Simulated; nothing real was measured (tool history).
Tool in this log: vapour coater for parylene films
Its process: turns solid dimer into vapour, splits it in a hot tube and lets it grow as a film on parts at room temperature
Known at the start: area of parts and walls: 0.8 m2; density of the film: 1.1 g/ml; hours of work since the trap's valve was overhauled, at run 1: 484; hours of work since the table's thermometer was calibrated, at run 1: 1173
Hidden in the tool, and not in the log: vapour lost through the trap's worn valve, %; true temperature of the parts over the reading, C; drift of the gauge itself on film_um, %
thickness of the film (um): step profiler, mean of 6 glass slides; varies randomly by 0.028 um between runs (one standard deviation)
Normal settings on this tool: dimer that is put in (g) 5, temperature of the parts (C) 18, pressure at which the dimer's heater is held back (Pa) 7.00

| run | hour | dimer that is put in (g) | temperature of the parts (C) | pressure at which the dimer's heater is held back (Pa) | hours of work since the trap's valve was overhauled | hours of work since the table's thermometer was calibrated | thickness of the film (um) |
|---|---|---|---|---|---|---|---|
| 1 | 0.0 | 5 | 18 | 7.00 | 484 | 1173 | 2.44 |
|  | 25.1 | trap's valve overhauled |
| 2 | 39.2 | 5 | 18 | 7.00 | 11 | 1199 | 2.44 |
| 3 | 66.0 | 5 | 18 | 7.00 | 31 | 1219 | 2.46 |
| 4 | 95.5 | 5 | 18 | 7.00 | 53 | 1241 | 2.43 |
|  | 127.7 | trap's valve overhauled, once more |
| 5 | 138.8 | 5 | 18 | 7.00 | 8 | 1270 | 2.50 |
| 6 | 172.6 | 5 | 18 | 7.00 | 34 | 1296 | 2.60 |
| 7 | 212.5 | 5 | 18 | 7.00 | 63 | 1325 | 2.51 |
| 8 | 236.7 | 5 | 28 | 7.00 | 81 | 1343 | 2.11 |
| 9 | 264.4 | 5 | 18 | 7.00 | 102 | 1364 | 2.57 |
| 10 | 303.0 | 5 | 18 | 7.00 | 131 | 1393 | 2.52 |
|  | 310.7 | table's thermometer calibrated |
| 11 | 336.3 | 7 | 23 | 2.70 | 155 | 19 | 4.15 |
| 12 | 362.9 | 3 | 23 | 11.84 | 175 | 39 | 1.26 |
| 13 | 400.9 | 4 | 23 | 2.34 | 203 | 67 | 2.50 |
| 14 | 420.4 | 4 | 16 | 7.00 | 218 | 82 | 2.16 |
| 15 | 438.9 | 5 | 25 | 8.83 | 232 | 96 | 2.16 |
| 16 | 461.0 | 5 | 25 | 8.83 | 248 | 112 | 2.14 |
| 17 | 484.6 | 3 | 18 | 3.00 | 266 | 130 | 1.90 |
| 18 | 514.6 | 4 | 11 | 3.86 | 288 | 152 | 2.71 |
| 19 | 549.1 | 4 | 11 | 3.86 | 314 | 178 | 2.72 |
| 20 | 576.5 | 2 | 18 | 10.18 | 334 | 199 | 0.95 |

Forecast each of these 5 alternatives for the next run:
| A | 594.8 | 5 | 10 | 6.80 | 348 | 212 | ? |
| B | 594.8 | 7 | 15 | 4.81 | 348 | 212 | ? |
| C | 594.8 | 2 | 18 | 2.00 | 348 | 212 | ? |
| D | 594.8 | 5 | 18 | 11.34 | 348 | 212 | ? |
| E | 594.8 | 6 | 16 | 2.67 | 348 | 212 | ? |

| run | thickness of the film (um) |
|---|---|
| A | 3.00 |
| B | 4.18 |
| C | 1.35 |
| D | 2.28 |
| E | 4.00 |
With the hidden condition removed and each run's random variation left untouched, the same runs would have given:
| run | thickness of the film (um) |
|---|---|
| A | 3.11 |
| B | 4.34 |
| C | 1.40 |
| D | 2.36 |
| E | 4.15 |
